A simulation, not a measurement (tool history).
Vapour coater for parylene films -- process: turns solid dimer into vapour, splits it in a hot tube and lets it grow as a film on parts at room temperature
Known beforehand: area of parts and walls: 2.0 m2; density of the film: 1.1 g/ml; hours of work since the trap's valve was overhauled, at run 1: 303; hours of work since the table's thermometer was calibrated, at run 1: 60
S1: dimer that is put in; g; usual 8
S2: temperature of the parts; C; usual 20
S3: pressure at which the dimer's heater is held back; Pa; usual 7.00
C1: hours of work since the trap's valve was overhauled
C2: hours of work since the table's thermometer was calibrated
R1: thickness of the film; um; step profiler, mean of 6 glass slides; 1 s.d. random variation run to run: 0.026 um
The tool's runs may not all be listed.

run,hour,S1,S2,S3,C1,C2,R1
1,0.0,8,20,7.00,303,60,2.01
2,12.0,8,16,7.00,313,70,2.23
3,20.3,8,16,7.00,319,76,2.30
4,35.0,8,20,7.00,331,88,2.05
5,46.5,8,20,7.00,339,96,2.07
6,57.5,8,28,7.00,348,105,1.64
7,70.7,8,28,7.00,358,115,1.62
8,82.0,8,28,7.00,367,124,1.65
9,89.4,8,28,7.00,373,130,1.64
10,97.3,8,20,7.00,379,136,2.05
11,110.5,8,20,7.00,389,146,2.03
12,124.1,8,20,7.00,400,157,2.02
13,132.1,8,20,7.00,406,163,2.04
14,145.5,8,20,7.00,416,173,2.07
15,154.3,8,20,7.00,423,180,2.04
16,167.2,8,20,2.17,433,190,2.24
17,179.1,8,19,7.00,442,199,2.08
18,190.5,4,19,7.00,451,208,1.09
19,201.3,4,19,7.00,459,217,1.03
20,215.1,4,19,7.00,470,227,1.01
21,227.6,7,20,7.00,480,237,1.83
22,240.2,7,20,7.00,490,247,1.77
23,250.7,7,20,7.00,498,255,1.76
24,262.2,8,20,7.00,507,264,2.03
25,276.0,4,13,5.95,517,274,1.25
26,290.6,5,21,3.53,529,286,1.29
27,297.2,10,15,3.72,534,291,3.04
28,304.2,6,19,3.64,539,296,1.66
29,316.2,6,21,4.80,549,306,1.54
30,323.7,6,21,4.80,554,311,1.58
31,338.2,5,17,2.72,566,323,1.49
32,348.0,9,24,2.72,573,330,2.19
33,355.2,8,20,4.58,579,336,2.12
34,363.0,9,30,3.55,585,342,1.82
35,375.1,9,22,3.55,594,351,2.26
# hour 381.1: trap's valve overhauled
36,393.5,9,22,3.55,10,362,2.30
37,401.1,4,16,7.00,16,368,1.12
38,416.2,4,20,7.00,27,380,0.99
39,428.3,9,27,2.27,37,389,2.03
40,437.0,7,12,7.00,43,396,2.23
41,446.1,7,12,7.00,50,403,2.23

For run 42, what comes out?
42,460.9,11,26,2.47,62,415,?

Run 42 came out at R1 2.54 um.
On a tool with no hidden condition, and with the same random variation, this run would have come out at R1 2.54 um.
